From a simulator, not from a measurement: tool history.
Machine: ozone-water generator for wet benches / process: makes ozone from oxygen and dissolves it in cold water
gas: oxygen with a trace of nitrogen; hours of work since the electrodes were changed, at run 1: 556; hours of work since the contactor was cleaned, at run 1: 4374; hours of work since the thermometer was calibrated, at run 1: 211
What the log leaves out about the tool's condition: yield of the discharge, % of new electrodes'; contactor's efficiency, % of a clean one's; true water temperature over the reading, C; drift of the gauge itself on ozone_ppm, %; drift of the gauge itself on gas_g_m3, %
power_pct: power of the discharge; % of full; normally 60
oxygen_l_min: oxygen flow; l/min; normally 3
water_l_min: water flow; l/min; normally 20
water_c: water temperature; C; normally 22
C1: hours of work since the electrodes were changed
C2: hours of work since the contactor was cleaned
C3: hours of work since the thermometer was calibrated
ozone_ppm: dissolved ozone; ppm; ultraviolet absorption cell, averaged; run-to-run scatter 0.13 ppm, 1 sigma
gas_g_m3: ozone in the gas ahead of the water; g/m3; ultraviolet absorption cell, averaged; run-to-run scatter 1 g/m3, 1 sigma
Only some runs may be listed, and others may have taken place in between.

run 1 hour=0 | power_pct=60 oxygen_l_min=3 water_l_min=20 water_c=22 | C1=556 C2=4374 C3=211 | ozone_ppm=14.2 gas_g_m3=178.2
run 2 hour=15.5 | power_pct=60 oxygen_l_min=3 water_l_min=20 water_c=22 | C1=566 C2=4385 C3=222 | ozone_ppm=14.5 gas_g_m3=176.8
run 3 hour=40 | power_pct=60 oxygen_l_min=3 water_l_min=20 water_c=22 | C1=582 C2=4401 C3=238 | ozone_ppm=14.3 gas_g_m3=176
run 4 hour=63.4 | power_pct=60 oxygen_l_min=4.99 water_l_min=20 water_c=22 | C1=598 C2=4417 C3=254 | ozone_ppm=16.4 gas_g_m3=150
run 5 hour=82.9 | power_pct=60 oxygen_l_min=4.99 water_l_min=20 water_c=22 | C1=611 C2=4430 C3=267 | ozone_ppm=16.3 gas_g_m3=148.2
run 6 hour=102.7 | power_pct=60 oxygen_l_min=2.76 water_l_min=20 water_c=22 | C1=625 C2=4443 C3=280 | ozone_ppm=14.2 gas_g_m3=180.9
run 7 hour=128.4 | power_pct=60 oxygen_l_min=2.76 water_l_min=20 water_c=22 | C1=642 C2=4460 C3=297 | ozone_ppm=14 gas_g_m3=182.9
run 8 hour=146.3 | power_pct=60 oxygen_l_min=3 water_l_min=25 water_c=22 | C1=654 C2=4472 C3=309 | ozone_ppm=11.7 gas_g_m3=176.2
run 9 hour=162.5 | power_pct=60 oxygen_l_min=3 water_l_min=25 water_c=22 | C1=665 C2=4483 C3=320 | ozone_ppm=11.7 gas_g_m3=178.7
run 10 hour=182.8 | power_pct=60 oxygen_l_min=3 water_l_min=25 water_c=22 | C1=678 C2=4497 C3=334 | ozone_ppm=11.6 gas_g_m3=177.4
run 11 hour=212.7 | power_pct=60 oxygen_l_min=2.67 water_l_min=23 water_c=22 | C1=698 C2=4517 C3=354 | ozone_ppm=12.2 gas_g_m3=184.8
run 12 hour=228.2 | power_pct=60 oxygen_l_min=3 water_l_min=20 water_c=14 | C1=709 C2=4527 C3=364 | ozone_ppm=15.4 gas_g_m3=176.4

Run 13 has not been measured yet. What should we expect?
run 13 hour=252.2 | power_pct=60 oxygen_l_min=3 water_l_min=20 water_c=14 | C1=725 C2=4543 C3=380 | ozone_ppm=? gas_g_m3=?

Run 13 produced ozone_ppm 15.5 ppm, gas_g_m3 178.6 g/m3.
Minus the tool's unlogged condition, the same run would have read ozone_ppm 15.8 ppm, gas_g_m3 180.3 g/m3.
